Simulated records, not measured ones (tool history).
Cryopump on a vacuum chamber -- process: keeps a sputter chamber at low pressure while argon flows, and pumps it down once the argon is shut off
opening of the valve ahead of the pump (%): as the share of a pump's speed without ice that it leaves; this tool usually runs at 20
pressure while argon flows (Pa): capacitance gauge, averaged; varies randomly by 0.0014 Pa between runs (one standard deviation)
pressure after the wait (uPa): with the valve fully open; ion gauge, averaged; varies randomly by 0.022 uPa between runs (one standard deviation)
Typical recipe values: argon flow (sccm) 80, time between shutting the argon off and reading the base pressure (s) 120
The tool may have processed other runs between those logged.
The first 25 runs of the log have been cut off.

run,hour,argon flow (sccm),time between shutting the argon off and reading the base pressure (s),opening of the valve ahead of the pump (%),pressure while argon flows (Pa),pressure after the wait (uPa)
26,1017.9,68,120,57,0.1400,0.99
27,1066.8,68,120,48,0.1653,0.96
28,1110.6,63,60,48,0.1554,1.34
29,1139.9,87,59,48,0.2151,1.38
30,1177.6,87,59,48,0.2159,1.40
31,1205.7,87,59,42,0.2458,1.38
32,1241.7,87,59,42,0.2461,1.39
33,1292.0,87,59,42,0.2477,1.40

Each row is a separate what-if for the run after 33, all from the same tool condition, not one after another. Results?
A,1344.5,113,23,32,?,?
B,1344.5,87,59,33,?,?
C,1344.5,36,86,18,?,?
D,1344.5,87,43,42,?,?

run,pressure while argon flows (Pa),pressure after the wait (uPa)
A,0.4186,2.70
B,0.3106,1.46
C,0.2301,1.26
D,0.2501,1.82
With no hidden state in the tool, these same runs would have given:
run,pressure while argon flows (Pa),pressure after the wait (uPa)
A,0.3947,2.23
B,0.2924,0.98
C,0.2225,0.79
D,0.2317,1.34

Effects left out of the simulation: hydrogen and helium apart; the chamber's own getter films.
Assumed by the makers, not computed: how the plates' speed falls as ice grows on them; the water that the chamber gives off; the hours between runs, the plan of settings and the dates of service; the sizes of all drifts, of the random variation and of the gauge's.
